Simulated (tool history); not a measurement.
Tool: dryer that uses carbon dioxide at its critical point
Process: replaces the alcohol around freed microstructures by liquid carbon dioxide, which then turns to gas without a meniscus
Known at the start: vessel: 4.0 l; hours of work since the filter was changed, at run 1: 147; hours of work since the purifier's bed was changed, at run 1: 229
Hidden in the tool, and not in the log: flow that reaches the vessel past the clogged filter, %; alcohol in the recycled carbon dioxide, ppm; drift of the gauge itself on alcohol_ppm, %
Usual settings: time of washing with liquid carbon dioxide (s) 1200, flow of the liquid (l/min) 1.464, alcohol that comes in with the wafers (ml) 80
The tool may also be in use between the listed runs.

run,day,time of washing with liquid carbon dioxide (s),flow of the liquid (l/min),alcohol that comes in with the wafers (ml),hours of work since the filter was changed,hours of work since the purifier's bed was changed,alcohol left in the vessel before it's heated (ppm by volume)
1,0,1200,1.464,80,147,229,139
# day 0.696: inlet filter changed
2,0.988,1200,1.464,80,3,239,128
3,1.758,1200,1.464,80,11,246,128
4,3.212,1200,1.464,31,25,261,120
5,4.196,1200,1.464,31,35,271,116
6,5.008,1200,1.464,31,44,279,117
7,6.792,1200,1.464,80,62,297,152
8,7.842,1200,1.464,80,72,308,160
9,8.704,1200,1.464,80,81,317,165
10,10.379,1200,1.14,80,98,334,318
11,12.012,1140,1.15,27,114,350,206
12,13.133,1140,1.15,27,126,361,218
13,14.442,1560,1.464,23,139,375,143
14,15.283,1140,2.38,22,148,383,148
# day 15.888: inlet filter changed
15,16.758,1080,1.21,95,9,398,352
16,17.975,1080,2.37,35,21,410,152
17,19.7,1080,2.37,35,39,427,175

4 ways to go on from here, each from the tool as it stands after run 17. What would each give?
A,20.783,1080,2.4,31,50,438,?
B,20.783,1020,1.19,109,50,438,?
C,20.783,1200,2.41,118,50,438,?
D,20.783,900,1.464,80,50,438,?

run,alcohol left in the vessel before it's heated (ppm by volume)
A,176
B,531
C,173
D,348
Without the tool's hidden state the same runs would have given:
run,alcohol left in the vessel before it's heated (ppm by volume)
A,11
B,307
C,10
D,154

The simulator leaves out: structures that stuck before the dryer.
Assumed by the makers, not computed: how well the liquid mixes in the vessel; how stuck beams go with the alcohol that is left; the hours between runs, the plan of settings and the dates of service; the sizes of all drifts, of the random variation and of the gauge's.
